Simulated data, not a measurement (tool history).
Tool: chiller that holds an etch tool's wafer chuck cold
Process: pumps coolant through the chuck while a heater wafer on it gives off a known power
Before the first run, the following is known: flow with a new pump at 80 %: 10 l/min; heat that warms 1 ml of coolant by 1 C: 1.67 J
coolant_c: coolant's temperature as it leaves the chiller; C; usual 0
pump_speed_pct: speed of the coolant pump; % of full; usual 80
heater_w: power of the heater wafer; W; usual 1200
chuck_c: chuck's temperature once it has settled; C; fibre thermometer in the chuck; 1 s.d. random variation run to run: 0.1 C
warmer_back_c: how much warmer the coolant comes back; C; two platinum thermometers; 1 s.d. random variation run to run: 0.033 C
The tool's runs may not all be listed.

| run | hour | coolant_c | pump_speed_pct | heater_w | chuck_c | warmer_back_c |
|---|---|---|---|---|---|---|
| 1 | 0.0 | 0 | 80 | 1200 | 11.4 | 4.30 |
| 2 | 83.3 | 0 | 80 | 1200 | 11.7 | 4.27 |
| 3 | 161.7 | 0 | 80 | 1200 | 11.5 | 4.30 |
|  | 175.9 | coolant changed, channels flushed |
| 4 | 250.4 | 0 | 80 | 1200 | 11.5 | 4.27 |
| 5 | 320.4 | 0 | 80 | 1200 | 11.6 | 4.32 |
| 6 | 426.7 | 9 | 80 | 1200 | 20.4 | 4.28 |
| 7 | 503.8 | 9 | 80 | 1200 | 20.4 | 4.24 |
| 8 | 578.6 | 0 | 80 | 1200 | 11.3 | 4.25 |
| 9 | 689.5 | 0 | 80 | 1002 | 9.5 | 3.60 |
|  | 761.8 | chiller's thermometer calibrated |
| 10 | 863.7 | 0 | 80 | 889 | 8.5 | 3.16 |
| 11 | 1000.3 | 0 | 80 | 889 | 8.5 | 3.17 |
|  | 1021.5 | coolant pump overhauled |
| 12 | 1087.5 | 0 | 89 | 1200 | 10.6 | 3.76 |
| 13 | 1245.2 | 9 | 89 | 1200 | 19.4 | 3.77 |
| 14 | 1346.3 | 9 | 89 | 1200 | 19.5 | 3.75 |
| 15 | 1432.9 | 9 | 89 | 1200 | 19.7 | 3.78 |
| 16 | 1531.4 | 0 | 80 | 860 | 8.1 | 3.04 |
| 17 | 1703.0 | 0 | 71 | 984 | 10.2 | 3.92 |
| 18 | 1843.0 | 0 | 95 | 1200 | 10.3 | 3.43 |
| 19 | 1975.3 | -1 | 80 | 1200 | 10.4 | 4.25 |
| 20 | 2075.5 | -1 | 80 | 1200 | 10.6 | 4.20 |
| 21 | 2168.8 | -1 | 80 | 1200 | 10.4 | 4.25 |
| 22 | 2257.1 | -4 | 80 | 1150 | 7.1 | 4.00 |
| 23 | 2372.1 | -4 | 80 | 1354 | 9.0 | 4.73 |
| 24 | 2500.6 | -5 | 65 | 1197 | 8.4 | 5.23 |
| 25 | 2621.1 | -1 | 66 | 975 | 9.9 | 4.16 |
| 26 | 2770.7 | -1 | 66 | 975 | 9.9 | 4.24 |
| 27 | 2910.2 | -1 | 66 | 975 | 9.7 | 4.17 |
| 28 | 3039.7 | -8 | 74 | 896 | 1.0 | 3.30 |
| 29 | 3185.3 | -7 | 66 | 823 | 2.0 | 3.46 |
| 30 | 3278.1 | -6 | 93 | 609 | -0.6 | 1.64 |
| 31 | 3448.2 | 0 | 87 | 1209 | 11.1 | 3.79 |

Branching from run 31: 4 alternative next runs. What would each branch give?
| A | 3566.8 | -3 | 80 | 1200 | ? | ? |
| B | 3566.8 | 0 | 96 | 654 | ? | ? |
| C | 3566.8 | 0 | 87 | 1153 | ? | ? |
| D | 3566.8 | 0 | 97 | 1744 | ? | ? |

| run | chuck_c | warmer_back_c |
|---|---|---|
| A | 8.5 | 4.13 |
| B | 5.6 | 1.72 |
| C | 10.4 | 3.61 |
| D | 14.2 | 4.89 |
Stripped of hidden state, with their random variation kept, the same runs would have yielded:
| run | chuck_c | warmer_back_c |
|---|---|---|
| A | 8.5 | 4.32 |
| B | 5.5 | 1.92 |
| C | 10.4 | 3.80 |
| D | 14.2 | 5.08 |

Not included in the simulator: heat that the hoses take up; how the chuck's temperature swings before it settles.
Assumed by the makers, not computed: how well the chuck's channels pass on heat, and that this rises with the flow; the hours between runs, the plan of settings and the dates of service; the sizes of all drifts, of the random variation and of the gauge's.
